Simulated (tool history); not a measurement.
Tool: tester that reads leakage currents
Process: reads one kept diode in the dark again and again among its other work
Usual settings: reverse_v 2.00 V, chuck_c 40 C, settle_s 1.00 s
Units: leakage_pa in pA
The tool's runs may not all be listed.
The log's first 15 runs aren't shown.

run 16 hour=387.1 | reverse_v=1.69 chuck_c=58 settle_s=1.89 | leakage_pa=327.21
run 17 hour=405.9 | reverse_v=1.69 chuck_c=58 settle_s=1.89 | leakage_pa=324.46
run 18 hour=423.6 | reverse_v=1.69 chuck_c=58 settle_s=1.89 | leakage_pa=329.00
run 19 hour=438.4 | reverse_v=1.69 chuck_c=58 settle_s=1.89 | leakage_pa=326.59
run 20 hour=451.8 | reverse_v=1.69 chuck_c=58 settle_s=1.89 | leakage_pa=326.04
run 21 hour=470.9 | reverse_v=1.69 chuck_c=58 settle_s=1.89 | leakage_pa=328.79
run 22 hour=490.7 | reverse_v=1.77 chuck_c=58 settle_s=1.89 | leakage_pa=336.82
run 23 hour=516.2 | reverse_v=1.77 chuck_c=58 settle_s=1.89 | leakage_pa=336.60
run 24 hour=539.7 | reverse_v=2.00 chuck_c=40 settle_s=6.04 | leakage_pa=95.09
run 25 hour=557.2 | reverse_v=5.02 chuck_c=44 settle_s=2.43 | leakage_pa=210.45
run 26 hour=590.1 | reverse_v=5.02 chuck_c=44 settle_s=2.43 | leakage_pa=209.94
run 27 hour=607.7 | reverse_v=2.43 chuck_c=49 settle_s=3.17 | leakage_pa=207.76
run 28 hour=636.1 | reverse_v=4.37 chuck_c=49 settle_s=3.17 | leakage_pa=282.29
run 29 hour=658.6 | reverse_v=1.05 chuck_c=40 settle_s=0.48 | leakage_pa=68.66
run 30 hour=691.0 | reverse_v=1.05 chuck_c=40 settle_s=0.48 | leakage_pa=68.38

3 ways to go on from here, each from the tool as it stands after run 30. What would each give?
run A hour=705.5 | reverse_v=1.05 chuck_c=40 settle_s=4.86 | leakage_pa=?
run B hour=705.5 | reverse_v=17.12 chuck_c=24 settle_s=0.69 | leakage_pa=?
run C hour=705.5 | reverse_v=1.05 chuck_c=39 settle_s=0.48 | leakage_pa=?

run=A leakage_pa=68.51
run=B leakage_pa=86.30
run=C leakage_pa=63.19
Without the tool's hidden state the same runs would have given:
run=A leakage_pa=66.55
run=B leakage_pa=79.12
run=C leakage_pa=61.36
